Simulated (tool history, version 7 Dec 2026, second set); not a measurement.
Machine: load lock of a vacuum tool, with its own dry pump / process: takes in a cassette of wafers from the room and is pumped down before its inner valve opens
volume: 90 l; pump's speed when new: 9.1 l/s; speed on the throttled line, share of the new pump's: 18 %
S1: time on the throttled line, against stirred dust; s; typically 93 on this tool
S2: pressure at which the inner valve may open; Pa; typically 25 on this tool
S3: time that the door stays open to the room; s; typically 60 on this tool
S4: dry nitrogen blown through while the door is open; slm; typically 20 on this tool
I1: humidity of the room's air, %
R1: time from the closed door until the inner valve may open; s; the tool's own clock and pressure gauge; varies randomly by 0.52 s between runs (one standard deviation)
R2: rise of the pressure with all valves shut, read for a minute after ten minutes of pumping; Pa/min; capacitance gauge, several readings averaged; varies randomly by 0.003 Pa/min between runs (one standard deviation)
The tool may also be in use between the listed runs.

run    hour   S1  S2   S3  S4    I1     R1     R2
  1       0   93  25   60  20  41.4  159.5  0.037
  2   288.7   93  25   60  20  41.8  158.8  0.038
  3   495.4   93  25   60  20  44.4  159.1  0.033
  4   850.9   93  25   60  20  43.2  159.1  0.033
  5  1141.6   93  24   60  20  48.9  159.8  0.041
  6  1596.4   93  24   60  20  45.8  159.1  0.034
  7  1895.8   93  24   60  20  46.9    161  0.038
  8  2243.6   93  24   60  20  43.2  159.5  0.034
  9  2508.3   93  24   60  20    46  159.3  0.035
 10  2949.2   93  24   60  20  45.3  160.3  0.034
 11  3153.9   93  25   60  20  46.6  159.3  0.036
 12  3518.9   93  25   60  20  46.9  158.4  0.039
 13  3818.7   93  25   60  20  42.6  158.2  0.029
 14  4278.3   54  36   60  20  42.6  123.8  0.035
 15  4526.2  180  36  157  20  45.9  226.3  0.065
 16  4778.7  131  27   57  20  42.6  190.6  0.031
 17  5105.7  131  27   57  20  44.3  189.1  0.035
 18  5378.2  131  27   57  20  43.2  189.6  0.036
 19  5842.4  131  27   57  20  49.4  189.4  0.033
 20  6303.5   60  25   60  20  46.6    131   0.04
 21  6650.5   87  19   40   6  44.8  157.2  0.039
 22  6881.9  169  19  176   6  48.6  224.1  0.114
 23  7080.5  169  49  176   8  48.4    215  0.099
 24  7388.6  169  49  176   8  46.4  215.3  0.101
 25  7789.1  169  49  176   8  46.6    214  0.095

Not shown: 2 entries that the log had between the listed runs. Between which runs, and how does the tool's hidden state differ before and after?
From run 6 to run 7: door's seal changed, seat wiped (hour 1714.9)
  leak at the door's seal, Pa l/s: 0.0035 -> 0.002
From run 23 to run 24: door's seal changed, seat wiped (hour 7165.7)
  leak at the door's seal, Pa l/s: 0.0034 -> 0.002

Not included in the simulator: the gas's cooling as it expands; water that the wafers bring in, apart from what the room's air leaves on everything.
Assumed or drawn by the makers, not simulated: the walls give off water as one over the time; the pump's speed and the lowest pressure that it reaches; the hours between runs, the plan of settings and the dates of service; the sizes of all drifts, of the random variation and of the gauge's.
